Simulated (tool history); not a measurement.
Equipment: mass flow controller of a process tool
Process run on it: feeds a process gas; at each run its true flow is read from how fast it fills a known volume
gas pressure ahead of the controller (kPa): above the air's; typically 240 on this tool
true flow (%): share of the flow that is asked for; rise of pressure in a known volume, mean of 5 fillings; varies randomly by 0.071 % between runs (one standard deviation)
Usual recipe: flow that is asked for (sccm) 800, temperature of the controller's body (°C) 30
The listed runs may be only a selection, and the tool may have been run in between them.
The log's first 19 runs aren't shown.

run,hour,flow that is asked for (sccm),gas pressure ahead of the controller (kPa),temperature of the controller's body (°C),true flow (%)
20,2889.8,123,190,22,99.74
21,3084.8,800,158,30,97.91
22,3245.4,162,192,30,98.69
23,3355.0,800,238,22,99.10
24,3524.8,800,240,25,98.73
25,3671.5,800,240,25,98.71
26,3831.6,453,240,22,98.90
27,4064.0,591,255,31,98.20
28,4211.4,103,180,31,99.21
29,4395.6,412,193,28,97.97
30,4593.2,153,140,24,98.78

Run 31 is up next; what results do you expect?
31,4821.5,224,279,23,?

{"run 31": {"true flow (%)": 99.33}}
With no hidden state in the tool, this same run would have given true flow (%) 100.24.

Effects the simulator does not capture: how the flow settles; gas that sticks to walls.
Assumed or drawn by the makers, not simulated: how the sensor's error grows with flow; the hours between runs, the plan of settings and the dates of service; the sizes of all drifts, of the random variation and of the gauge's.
